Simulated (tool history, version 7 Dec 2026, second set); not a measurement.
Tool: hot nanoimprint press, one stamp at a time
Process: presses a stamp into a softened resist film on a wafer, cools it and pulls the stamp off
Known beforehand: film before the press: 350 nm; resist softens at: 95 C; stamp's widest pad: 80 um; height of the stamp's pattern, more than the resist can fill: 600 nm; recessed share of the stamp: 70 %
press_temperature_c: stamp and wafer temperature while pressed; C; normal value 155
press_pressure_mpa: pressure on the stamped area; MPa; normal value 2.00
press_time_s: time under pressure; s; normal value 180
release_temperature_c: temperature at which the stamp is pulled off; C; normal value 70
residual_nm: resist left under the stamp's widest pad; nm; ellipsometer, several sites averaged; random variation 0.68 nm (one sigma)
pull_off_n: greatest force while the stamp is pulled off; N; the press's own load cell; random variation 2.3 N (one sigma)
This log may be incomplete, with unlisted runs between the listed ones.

{"run": 1, "day": 0.0, "press_temperature_c": 155, "press_pressure_mpa": 2.0, "press_time_s": 180, "release_temperature_c": 70, "residual_nm": 148.8, "pull_off_n": 184}
{"run": 2, "day": 1.467, "press_temperature_c": 155, "press_pressure_mpa": 2.0, "press_time_s": 180, "release_temperature_c": 70, "residual_nm": 149.4, "pull_off_n": 195}
{"run": 3, "day": 3.792, "press_temperature_c": 155, "press_pressure_mpa": 2.0, "press_time_s": 180, "release_temperature_c": 70, "residual_nm": 148.6, "pull_off_n": 194}
{"run": 4, "day": 5.3, "press_temperature_c": 155, "press_pressure_mpa": 2.0, "press_time_s": 180, "release_temperature_c": 70, "residual_nm": 147.6, "pull_off_n": 207}
{"day": 6.771, "done": "stamp cleaned and given a new release coat"}
{"run": 5, "day": 7.358, "press_temperature_c": 155, "press_pressure_mpa": 2.0, "press_time_s": 180, "release_temperature_c": 70, "residual_nm": 146.9, "pull_off_n": 103}
{"run": 6, "day": 8.971, "press_temperature_c": 155, "press_pressure_mpa": 2.0, "press_time_s": 180, "release_temperature_c": 70, "residual_nm": 148.0, "pull_off_n": 105}
{"run": 7, "day": 10.412, "press_temperature_c": 155, "press_pressure_mpa": 2.0, "press_time_s": 180, "release_temperature_c": 70, "residual_nm": 146.3, "pull_off_n": 114}
{"run": 8, "day": 12.533, "press_temperature_c": 155, "press_pressure_mpa": 2.0, "press_time_s": 180, "release_temperature_c": 70, "residual_nm": 144.8, "pull_off_n": 122}
{"day": 14.104, "done": "plate thermocouple calibrated"}
{"run": 9, "day": 14.2, "press_temperature_c": 155, "press_pressure_mpa": 2.0, "press_time_s": 292, "release_temperature_c": 70, "residual_nm": 117.6, "pull_off_n": 121}
{"run": 10, "day": 15.333, "press_temperature_c": 155, "press_pressure_mpa": 2.0, "press_time_s": 292, "release_temperature_c": 70, "residual_nm": 116.9, "pull_off_n": 129}
{"run": 11, "day": 17.646, "press_temperature_c": 155, "press_pressure_mpa": 3.15, "press_time_s": 180, "release_temperature_c": 70, "residual_nm": 115.1, "pull_off_n": 135}
{"run": 12, "day": 19.617, "press_temperature_c": 155, "press_pressure_mpa": 3.15, "press_time_s": 180, "release_temperature_c": 70, "residual_nm": 115.1, "pull_off_n": 134}
{"run": 13, "day": 20.729, "press_temperature_c": 155, "press_pressure_mpa": 2.0, "press_time_s": 180, "release_temperature_c": 70, "residual_nm": 139.9, "pull_off_n": 147}
{"run": 14, "day": 22.55, "press_temperature_c": 155, "press_pressure_mpa": 2.0, "press_time_s": 180, "release_temperature_c": 70, "residual_nm": 140.9, "pull_off_n": 151}
{"run": 15, "day": 23.625, "press_temperature_c": 155, "press_pressure_mpa": 2.0, "press_time_s": 180, "release_temperature_c": 70, "residual_nm": 140.9, "pull_off_n": 150}
{"run": 16, "day": 25.033, "press_temperature_c": 161, "press_pressure_mpa": 2.0, "press_time_s": 180, "release_temperature_c": 70, "residual_nm": 95.3, "pull_off_n": 161}
{"run": 17, "day": 26.742, "press_temperature_c": 161, "press_pressure_mpa": 2.0, "press_time_s": 265, "release_temperature_c": 64, "residual_nm": 80.5, "pull_off_n": 178}
{"day": 28.092, "done": "plate thermocouple calibrated, once more"}
{"run": 18, "day": 28.092, "press_temperature_c": 161, "press_pressure_mpa": 2.0, "press_time_s": 265, "release_temperature_c": 64, "residual_nm": 87.8, "pull_off_n": 185}
{"run": 19, "day": 29.446, "press_temperature_c": 161, "press_pressure_mpa": 2.0, "press_time_s": 265, "release_temperature_c": 64, "residual_nm": 86.4, "pull_off_n": 198}
{"run": 20, "day": 31.633, "press_temperature_c": 155, "press_pressure_mpa": 1.99, "press_time_s": 180, "release_temperature_c": 61, "residual_nm": 150.5, "pull_off_n": 205}
{"run": 21, "day": 33.879, "press_temperature_c": 155, "press_pressure_mpa": 1.99, "press_time_s": 180, "release_temperature_c": 61, "residual_nm": 149.6, "pull_off_n": 224}
{"run": 22, "day": 35.371, "press_temperature_c": 155, "press_pressure_mpa": 2.26, "press_time_s": 316, "release_temperature_c": 70, "residual_nm": 112.6, "pull_off_n": 196}
{"run": 23, "day": 36.871, "press_temperature_c": 155, "press_pressure_mpa": 2.87, "press_time_s": 120, "release_temperature_c": 60, "residual_nm": 149.3, "pull_off_n": 230}
{"day": 38.192, "done": "stamp cleaned and given a new release coat"}
{"run": 24, "day": 38.308, "press_temperature_c": 155, "press_pressure_mpa": 2.87, "press_time_s": 120, "release_temperature_c": 60, "residual_nm": 148.9, "pull_off_n": 117}
{"run": 25, "day": 40.679, "press_temperature_c": 155, "press_pressure_mpa": 2.01, "press_time_s": 180, "release_temperature_c": 70, "residual_nm": 147.7, "pull_off_n": 107}
{"run": 26, "day": 42.917, "press_temperature_c": 155, "press_pressure_mpa": 2.01, "press_time_s": 180, "release_temperature_c": 70, "residual_nm": 146.6, "pull_off_n": 112}
{"run": 27, "day": 44.608, "press_temperature_c": 155, "press_pressure_mpa": 2.01, "press_time_s": 247, "release_temperature_c": 75, "residual_nm": 128.8, "pull_off_n": 113}
{"run": 28, "day": 46.196, "press_temperature_c": 155, "press_pressure_mpa": 2.0, "press_time_s": 180, "release_temperature_c": 68, "residual_nm": 145.9, "pull_off_n": 129}
{"run": 29, "day": 48.167, "press_temperature_c": 147, "press_pressure_mpa": 2.96, "press_time_s": 145, "release_temperature_c": 70, "residual_nm": 221.5, "pull_off_n": 138}

Below, some changes in residual_nm between adjacent runs. For each, the amount present without the hidden state too (settings, incoming material, random variation) and the amount remaining for the hidden state with gauge scatter not shared by both compared results:
Hidden state at play: true temperature over the reading, C; pressure that arrives at the usual setting, %; grip of the stamp's worn release coat, % over a new coat's; drift of the gauge itself on residual_nm, %; drift of the gauge itself on pull_off_n, %.
Run 15 -> 16: press_temperature_c 155 -> 161. residual_nm -45.6 nm: hidden state +2.7, all else -48.3.
Run 17 -> 18: plate thermocouple calibrated, once more. residual_nm +7.3 nm: hidden state +7.1, all else +0.2.
Run 19 -> 20: press_temperature_c 161 -> 155, press_pressure_mpa 2.00 -> 1.99, press_time_s 265 -> 180, release_temperature_c 64 -> 61. residual_nm +64.1 nm: hidden state +0.2, all else +63.9.
Run 28 -> 29: press_temperature_c 155 -> 147, press_pressure_mpa 2.00 -> 2.96, press_time_s 180 -> 145, release_temperature_c 68 -> 70. residual_nm +75.6 nm: hidden state +0.4, all else +75.2.

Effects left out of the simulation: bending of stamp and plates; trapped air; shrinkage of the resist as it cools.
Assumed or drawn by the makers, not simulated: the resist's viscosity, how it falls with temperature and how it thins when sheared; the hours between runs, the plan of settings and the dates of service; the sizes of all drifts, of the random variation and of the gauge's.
